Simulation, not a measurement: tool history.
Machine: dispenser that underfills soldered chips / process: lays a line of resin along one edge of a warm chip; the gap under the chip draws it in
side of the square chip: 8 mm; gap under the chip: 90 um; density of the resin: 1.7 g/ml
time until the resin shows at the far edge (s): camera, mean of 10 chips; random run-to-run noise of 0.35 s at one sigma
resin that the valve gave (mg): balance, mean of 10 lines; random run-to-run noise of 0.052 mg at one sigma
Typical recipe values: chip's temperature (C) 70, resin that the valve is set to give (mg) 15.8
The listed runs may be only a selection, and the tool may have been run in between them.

| run | hour | chip's temperature (C) | resin that the valve is set to give (mg) | time until the resin shows at the far edge (s) | resin that the valve gave (mg) |
|---|---|---|---|---|---|
| 1 | 0.0 | 70 | 15.8 | 21.7 | 15.80 |
|  | 2.0 | new syringe of resin |
| 2 | 3.9 | 70 | 15.8 | 18.7 | 15.80 |
| 3 | 8.2 | 70 | 15.8 | 21.3 | 15.69 |
|  | 10.6 | new syringe of resin |
| 4 | 12.9 | 70 | 15.8 | 18.9 | 15.71 |
| 5 | 15.2 | 70 | 15.8 | 20.1 | 15.80 |
|  | 19.3 | new syringe of resin |
| 6 | 20.0 | 70 | 15.8 | 18.2 | 15.67 |
| 7 | 23.8 | 70 | 15.8 | 20.0 | 15.62 |
|  | 27.6 | new syringe of resin |
| 8 | 28.0 | 70 | 15.8 | 18.4 | 15.58 |
| 9 | 31.1 | 70 | 15.8 | 20.2 | 15.66 |
| 10 | 33.8 | 70 | 15.8 | 21.2 | 15.53 |
|  | 36.2 | new syringe of resin |
| 11 | 39.2 | 70 | 15.8 | 19.2 | 15.59 |
|  | 44.5 | new syringe of resin |
| 12 | 44.7 | 70 | 15.8 | 18.2 | 15.54 |
| 13 | 50.0 | 70 | 15.8 | 21.3 | 15.57 |
|  | 52.8 | new syringe of resin |
| 14 | 55.6 | 70 | 15.8 | 19.5 | 15.53 |
|  | 61.2 | new syringe of resin |
| 15 | 61.2 | 70 | 15.8 | 17.5 | 15.56 |
|  | 64.4 | dispensing valve cleaned and set on the balance |
| 16 | 67.5 | 70 | 15.8 | 21.0 | 15.74 |
|  | 70.7 | new syringe of resin |
| 17 | 71.1 | 70 | 18.8 | 17.3 | 18.73 |
| 18 | 75.4 | 70 | 16.7 | 19.8 | 16.68 |
| 19 | 78.4 | 83 | 17.2 | 12.3 | 17.06 |
|  | 79.1 | new syringe of resin |
| 20 | 83.9 | 73 | 16.4 | 17.4 | 16.33 |
| 21 | 86.2 | 75 | 19.3 | 17.0 | 19.11 |
|  | 87.5 | new syringe of resin |
| 22 | 89.2 | 66 | 19.9 | 22.2 | 19.69 |
| 23 | 93.9 | 63 | 16.2 | 29.4 | 15.98 |
|  | 96.2 | new syringe of resin |
| 24 | 99.4 | 70 | 14.7 | 19.3 | 14.54 |
| 25 | 103.0 | 70 | 14.7 | 21.3 | 14.46 |
|  | 104.8 | new syringe of resin |
| 26 | 107.8 | 74 | 15.8 | 15.6 | 15.62 |
| 27 | 111.6 | 68 | 16.6 | 23.5 | 16.34 |
|  | 113.2 | new syringe of resin |
| 28 | 114.2 | 56 | 18.0 | 36.5 | 17.71 |
| 29 | 117.2 | 81 | 18.6 | 11.8 | 18.31 |
|  | 121.7 | new syringe of resin |
| 30 | 123.0 | 81 | 18.1 | 11.0 | 17.77 |
| 31 | 125.5 | 81 | 18.1 | 11.1 | 17.74 |
| 32 | 128.1 | 66 | 19.8 | 25.1 | 19.37 |
|  | 130.5 | dispensing valve cleaned and set on the balance |
|  | 131.2 | new syringe of resin |
| 33 | 134.6 | 66 | 19.8 | 23.9 | 19.65 |
| 34 | 138.2 | 78 | 19.0 | 14.6 | 18.83 |
|  | 139.7 | new syringe of resin |
| 35 | 141.8 | 69 | 19.0 | 19.6 | 18.88 |

5 ways to go on from here, each from the tool as it stands after run 35. What would each give?
| A | 145.1 | 72 | 15.8 | ? | ? |
| B | 145.1 | 69 | 16.1 | ? | ? |
| C | 145.1 | 71 | 16.3 | ? | ? |
| D | 145.1 | 79 | 13.9 | ? | ? |
| E | 145.1 | 76 | 16.4 | ? | ? |

| run | time until the resin shows at the far edge (s) | resin that the valve gave (mg) |
|---|---|---|
| A | 19.0 | 15.61 |
| B | 21.1 | 16.05 |
| C | 19.7 | 16.13 |
| D | 13.4 | 13.77 |
| E | 14.9 | 16.33 |
Stripped of hidden state, with their random variation kept, the same runs would have yielded:
| run | time until the resin shows at the far edge (s) | resin that the valve gave (mg) |
|---|---|---|
| A | 17.3 | 15.73 |
| B | 19.3 | 16.17 |
| C | 18.0 | 16.25 |
| D | 12.2 | 13.88 |
| E | 13.6 | 16.45 |
